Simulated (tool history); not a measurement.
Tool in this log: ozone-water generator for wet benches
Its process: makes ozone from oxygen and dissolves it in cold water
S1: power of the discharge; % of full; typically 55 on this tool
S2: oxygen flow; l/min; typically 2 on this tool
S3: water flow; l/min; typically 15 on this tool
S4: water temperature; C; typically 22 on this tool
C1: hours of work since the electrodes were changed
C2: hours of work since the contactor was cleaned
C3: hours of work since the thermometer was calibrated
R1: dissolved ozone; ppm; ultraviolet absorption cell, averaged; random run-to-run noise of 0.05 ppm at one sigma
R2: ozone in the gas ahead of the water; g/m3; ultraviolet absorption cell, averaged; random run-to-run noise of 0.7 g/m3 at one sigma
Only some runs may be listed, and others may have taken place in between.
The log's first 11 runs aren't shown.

{"run": 12, "day": 11.717, "S1": 55, "S2": 2, "S3": 15, "S4": 22, "C1": 980, "C2": 7465, "C3": 1751, "R1": 7.03, "R2": 121.9}
{"run": 13, "day": 12.942, "S1": 55, "S2": 2, "S3": 15, "S4": 22, "C1": 1009, "C2": 7494, "C3": 1780, "R1": 7.06, "R2": 121.9}
{"run": 14, "day": 14.388, "S1": 55, "S2": 2, "S3": 15, "S4": 22, "C1": 1043, "C2": 7528, "C3": 1814, "R1": 7.05, "R2": 121}
{"run": 15, "day": 15.583, "S1": 55, "S2": 2, "S3": 15, "S4": 22, "C1": 1071, "C2": 7556, "C3": 1842, "R1": 7.03, "R2": 121.6}
{"run": 16, "day": 16.967, "S1": 55, "S2": 3.59, "S3": 15, "S4": 22, "C1": 1103, "C2": 7589, "C3": 1875, "R1": 6.92, "R2": 82.7}
{"run": 17, "day": 18.292, "S1": 55, "S2": 2, "S3": 15, "S4": 22, "C1": 1135, "C2": 7620, "C3": 1906, "R1": 7.1, "R2": 120.5}
{"run": 18, "day": 19.604, "S1": 55, "S2": 2, "S3": 15, "S4": 22, "C1": 1166, "C2": 7651, "C3": 1937, "R1": 7, "R2": 121.1}
{"run": 19, "day": 21.033, "S1": 54, "S2": 3.4, "S3": 15, "S4": 14, "C1": 1199, "C2": 7685, "C3": 1970, "R1": 7.5, "R2": 84.9}
{"run": 20, "day": 21.812, "S1": 84, "S2": 1.05, "S3": 15, "S4": 22, "C1": 1218, "C2": 7703, "C3": 1989, "R1": 9.46, "R2": 264}
{"run": 21, "day": 23.075, "S1": 55, "S2": 2.11, "S3": 16, "S4": 22, "C1": 1247, "C2": 7733, "C3": 2018, "R1": 6.6, "R2": 116}
{"run": 22, "day": 23.75, "S1": 55, "S2": 2.89, "S3": 15, "S4": 19, "C1": 1263, "C2": 7749, "C3": 2034, "R1": 7.25, "R2": 94}
{"run": 23, "day": 24.496, "S1": 50, "S2": 2, "S3": 17, "S4": 22, "C1": 1281, "C2": 7766, "C3": 2052, "R1": 5.79, "R2": 109.7}
{"run": 24, "day": 25.483, "S1": 50, "S2": 2, "S3": 17, "S4": 22, "C1": 1304, "C2": 7790, "C3": 2075, "R1": 5.78, "R2": 110.2}
{"run": 25, "day": 26.242, "S1": 85, "S2": 2, "S3": 15, "S4": 15, "C1": 1322, "C2": 7807, "C3": 2093, "R1": 10.96, "R2": 175.3}
{"run": 26, "day": 27.271, "S1": 55, "S2": 2, "S3": 20, "S4": 28, "C1": 1346, "C2": 7832, "C3": 2117, "R1": 5.1, "R2": 120.8}
{"run": 27, "day": 27.888, "S1": 67, "S2": 2, "S3": 19, "S4": 28, "C1": 1361, "C2": 7846, "C3": 2132, "R1": 6.25, "R2": 141.4}
{"run": 28, "day": 29.258, "S1": 67, "S2": 2, "S3": 19, "S4": 28, "C1": 1393, "C2": 7878, "C3": 2164, "R1": 6.26, "R2": 142.7}
{"day": 29.817, "done": "gauge calibrated"}
{"run": 29, "day": 30.471, "S1": 67, "S2": 2, "S3": 19, "S4": 28, "C1": 1421, "C2": 7907, "C3": 2193, "R1": 6.19, "R2": 145.7}
{"run": 30, "day": 31.679, "S1": 64, "S2": 1.5, "S3": 19, "S4": 28, "C1": 1450, "C2": 7935, "C3": 2221, "R1": 5.95, "R2": 169.2}
{"run": 31, "day": 32.783, "S1": 57, "S2": 1.48, "S3": 15, "S4": 24, "C1": 1476, "C2": 7961, "C3": 2247, "R1": 7.06, "R2": 155.6}
{"run": 32, "day": 33.75, "S1": 57, "S2": 1.48, "S3": 15, "S4": 24, "C1": 1499, "C2": 7984, "C3": 2270, "R1": 7.07, "R2": 153.1}
{"run": 33, "day": 34.458, "S1": 57, "S2": 1.48, "S3": 15, "S4": 24, "C1": 1515, "C2": 8001, "C3": 2286, "R1": 7.06, "R2": 154}
{"run": 34, "day": 35.629, "S1": 68, "S2": 1.84, "S3": 13, "S4": 18, "C1": 1543, "C2": 8028, "C3": 2314, "R1": 10.06, "R2": 155.2}

Below are 3 alternative next runs, each starting from the tool's condition after run 34. Predict each:
{"run": "A", "day": 37.079, "S1": 68, "S2": 2.31, "S3": 12, "S4": 18, "C1": 1577, "C2": 8063, "C3": 2348, "R1": "?", "R2": "?"}
{"run": "B", "day": 37.079, "S1": 68, "S2": 1.84, "S3": 13, "S4": 26, "C1": 1577, "C2": 8063, "C3": 2348, "R1": "?", "R2": "?"}
{"run": "C", "day": 37.079, "S1": 64, "S2": 1.49, "S3": 21, "S4": 22, "C1": 1577, "C2": 8063, "C3": 2348, "R1": "?", "R2": "?"}

run=A R1=10.74 R2=134.4
run=B R1=9.25 R2=154.4
run=C R1=5.59 R2=167.6
What these runs would have given with no unlogged condition in the tool:
run=A R1=10.75 R2=135.4
run=B R1=9.26 R2=155.6
run=C R1=5.59 R2=168.9
